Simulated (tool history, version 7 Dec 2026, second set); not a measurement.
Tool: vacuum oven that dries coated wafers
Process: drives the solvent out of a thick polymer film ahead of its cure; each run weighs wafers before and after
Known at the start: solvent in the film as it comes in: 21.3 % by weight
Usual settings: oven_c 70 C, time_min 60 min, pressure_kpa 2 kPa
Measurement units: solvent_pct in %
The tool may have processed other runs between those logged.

Run 1, hour 0: usual settings. Result: solvent_pct 1.54 %.
Run 2, hour 8.8: usual settings but oven_c 63 C. Result: solvent_pct 4.02 %.
Run 3, hour 16.6: usual settings but oven_c 63 C. Result: solvent_pct 3.97 %.
Run 4, hour 23.8: usual settings but oven_c 84 C. Result: solvent_pct 0.48 %.
Run 5, hour 32.6: usual settings. Result: solvent_pct 1.56 %.
Run 6, hour 37.7: usual settings. Result: solvent_pct 1.51 %.
Run 7, hour 49: usual settings but time_min 93 min. Result: solvent_pct 0.92 %.
Run 8, hour 61.1: usual settings but time_min 81 min. Result: solvent_pct 1.05 %.
Run 9, hour 72.9: usual settings. Result: solvent_pct 1.48 %.
Run 10, hour 82.6: usual settings. Result: solvent_pct 1.46 %.
Run 11, hour 92.6: usual settings. Result: solvent_pct 1.5 %.
Run 12, hour 100.8: usual settings but oven_c 83 C. Result: solvent_pct 0.48 %.
Run 13, hour 110.8: usual settings but oven_c 83 C. Result: solvent_pct 0.53 %.
Run 14, hour 119.1: usual settings but oven_c 83 C. Result: solvent_pct 0.5 %.
Run 15, hour 128.8: usual settings. Result: solvent_pct 1.5 %.
Run 16, hour 139.4: usual settings. Result: solvent_pct 1.54 %.
Run 17, hour 150.4: usual settings. Result: solvent_pct 1.52 %.
Run 18, hour 161.5: usual settings. Result: solvent_pct 1.55 %.
Run 19, hour 167.1: usual settings. Result: solvent_pct 1.5 %.
Run 20, hour 173.4: usual settings. Result: solvent_pct 1.47 %.
At hour 176.3: oven's thermocouples calibrated.
Run 21, hour 184.9: usual settings. Result: solvent_pct 1.45 %.
Run 22, hour 192.9: usual settings but time_min 44 min. Result: solvent_pct 2.31 %.
At hour 199.2: oven's thermocouples calibrated, once more.
Run 23, hour 206.7: usual settings but time_min 31 min. Result: solvent_pct 4.54 %.
Run 24, hour 216.4: usual settings but time_min 31 min. Result: solvent_pct 4.59 %.
Run 25, hour 226.3: usual settings but oven_c 66 C, time_min 39 min. Result: solvent_pct 5.35 %.
Run 26, hour 237.1: usual settings but oven_c 66 C, time_min 39 min, pressure_kpa 3.75 kPa. Result: solvent_pct 6.02 %.
Run 27, hour 242.2: usual settings but oven_c 71 C, time_min 39 min, pressure_kpa 6.17 kPa. Result: solvent_pct 4.46 %.
Run 28, hour 249.3: usual settings but oven_c 79 C, time_min 52 min, pressure_kpa 3.73 kPa. Result: solvent_pct 1.18 %.
Run 29, hour 259.9: usual settings but oven_c 85 C, time_min 52 min, pressure_kpa 3.73 kPa. Result: solvent_pct 0.86 %.
Run 30, hour 265.9: usual settings but oven_c 64 C, time_min 52 min, pressure_kpa 1.16 kPa. Result: solvent_pct 4.42 %.
Run 31, hour 273.7: usual settings but time_min 55 min. Result: solvent_pct 2.03 %.
Run 32, hour 279.2: usual settings but time_min 38 min, pressure_kpa 5.75 kPa. Result: solvent_pct 4.92 %.
Run 33, hour 287.2: usual settings but time_min 55 min. Result: solvent_pct 2 %.
Run 34, hour 297.4: usual settings but time_min 55 min. Result: solvent_pct 2.03 %.
Run 35, hour 305.1: usual settings but oven_c 72 C, time_min 55 min, pressure_kpa 2.62 kPa. Result: solvent_pct 1.73 %.
Run 36, hour 314.6: usual settings but oven_c 72 C, time_min 55 min, pressure_kpa 2.62 kPa. Result: solvent_pct 1.73 %.
Run 37, hour 319.6: usual settings but oven_c 67 C, time_min 71 min, pressure_kpa 1.38 kPa. Result: solvent_pct 1.84 %.
Run 38, hour 326.8: usual settings but oven_c 84 C, time_min 33 min, pressure_kpa 1.49 kPa. Result: solvent_pct 0.49 %.
Run 39, hour 337.8: usual settings but oven_c 84 C, time_min 33 min, pressure_kpa 1.49 kPa. Result: solvent_pct 0.51 %.
Run 40, hour 344: usual settings but oven_c 84 C, time_min 69 min, pressure_kpa 1.49 kPa. Result: solvent_pct 0.37 %.
Run 41, hour 350: usual settings but oven_c 56 C, time_min 36 min, pressure_kpa 1.23 kPa. Result: solvent_pct 10.9 %.
Run 42, hour 356.1: usual settings but oven_c 56 C, time_min 36 min, pressure_kpa 1.23 kPa. Result: solvent_pct 10.87 %.
Run 43, hour 362.3: usual settings but oven_c 69 C, time_min 32 min, pressure_kpa 2.19 kPa. Result: solvent_pct 4.94 %.
Run 44, hour 370.5: usual settings but oven_c 59 C, pressure_kpa 3.27 kPa. Result: solvent_pct 7.27 %.
Run 45, hour 382.5: usual settings but oven_c 60 C, time_min 66 min, pressure_kpa 4.97 kPa. Result: solvent_pct 7.05 %.
Run 46, hour 391: usual settings but oven_c 85 C, time_min 66 min, pressure_kpa 3.77 kPa. Result: solvent_pct 0.88 %.
Run 47, hour 400.3: usual settings but time_min 34 min, pressure_kpa 1.6 kPa. Result: solvent_pct 3.88 %.

Some steps in solvent_pct between neighbouring runs. How much of each would the tool show without its hidden state too (settings, what came in, random variation), and how much is left for the hidden state, with any gauge scatter that isn't in both results?
What the log doesn't record here: true wafer temperature over the reading, C; true pressure over the reading, kPa; drift of the gauge itself on solvent_pct, %.
Run 1 -> 2: oven_c 70 -> 63. solvent_pct +2.48 %: hidden state -0.28, all else +2.76.
Run 3 -> 4: oven_c 63 -> 84. solvent_pct -3.49 %: hidden state +0.52, all else -4.01.
Run 22 -> 23: time_min 44 -> 31, oven's thermocouples calibrated, once more. solvent_pct +2.23 %: hidden state +0.54, all else +1.69.
Run 40 -> 41: oven_c 84 -> 56, time_min 69 -> 36, pressure_kpa 1.49 -> 1.23. solvent_pct +10.53 %: hidden state -0.04, all else +10.57.
Run 42 -> 43: oven_c 56 -> 69, time_min 36 -> 32, pressure_kpa 1.23 -> 2.19. solvent_pct -5.93 %: hidden state +0, all else -5.93.
Run 45 -> 46: oven_c 60 -> 85, pressure_kpa 4.97 -> 3.77. solvent_pct -6.17 %: hidden state +0.06, all else -6.23.

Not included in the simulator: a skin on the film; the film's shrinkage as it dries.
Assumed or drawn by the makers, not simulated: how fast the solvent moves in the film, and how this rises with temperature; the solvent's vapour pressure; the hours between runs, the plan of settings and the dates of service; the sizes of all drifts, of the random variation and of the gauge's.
